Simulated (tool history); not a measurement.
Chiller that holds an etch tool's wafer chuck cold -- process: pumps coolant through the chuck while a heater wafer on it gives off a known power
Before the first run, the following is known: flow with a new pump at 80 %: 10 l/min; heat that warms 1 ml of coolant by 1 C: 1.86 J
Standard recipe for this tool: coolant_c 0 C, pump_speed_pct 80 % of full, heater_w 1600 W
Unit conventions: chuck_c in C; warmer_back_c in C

run   hour  coolant_c  pump_speed_pct  heater_w  chuck_c  warmer_back_c
  1    0.0          0              80      1600     10.3           5.08
  2   31.9          0              80      1600     10.3           5.20
  3   56.6          0              80      1600     10.4           5.15
  4   80.1          0              80      1600     10.2           5.18
  5  117.3          0              80      1006      6.5           3.28
  6  151.7          0              80      1006      6.6           3.31
  7  179.0          0              80       972      6.4           3.14
  8  205.4          0              80       972      6.3           3.21
  9  235.1          0              66      1600     11.6           6.42
 10  259.9          0              66      1600     11.6           6.53
 11  303.9          7              80      1600     17.4           5.21
 12  322.9          0              80      1600     10.2           5.22
 13  351.2          0              80      1600     10.4           5.27
 14  379.3          0              80      1600     10.3           5.30
 15  397.8          0              69      1868     13.4           7.12
 16  420.6         -9              69      1505      1.7           5.79
 17  458.8          8              77       999     14.6           3.41
 18  491.2          9              80      2003     21.8           6.58
 19  519.8        -10              73      1716      1.9           6.22
 20  555.0          5              98      2338     18.2           6.21
 21  582.5          5              98      2338     18.0           6.14
 22  609.4         -7              85      1488      2.2           4.63
 23  635.6          4              94       809      8.6           2.31
 24  679.2         -1              69      1242      8.0           4.90
 25  723.3         -7              96      1600      2.1           4.39
 26  766.8          1              62      1436     12.0           6.29

Alternative continuations, all from the tool just after run 26; predict every row:
  A  807.0         -8              62      1061        ?              ?
  B  807.0          9              92      1362        ?              ?
  C  807.0          1              96      1436        ?              ?
  D  807.0          0              80      1649        ?              ?

run  chuck_c  warmer_back_c
  A      0.2           4.70
  B     17.1           3.98
  C      9.5           3.94
  D     10.6           5.46
Stripped of hidden state, with their random variation kept, the same runs would have yielded:
run  chuck_c  warmer_back_c
  A      0.2           4.53
  B     17.1           3.81
  C      9.5           3.77
  D     10.6           5.29

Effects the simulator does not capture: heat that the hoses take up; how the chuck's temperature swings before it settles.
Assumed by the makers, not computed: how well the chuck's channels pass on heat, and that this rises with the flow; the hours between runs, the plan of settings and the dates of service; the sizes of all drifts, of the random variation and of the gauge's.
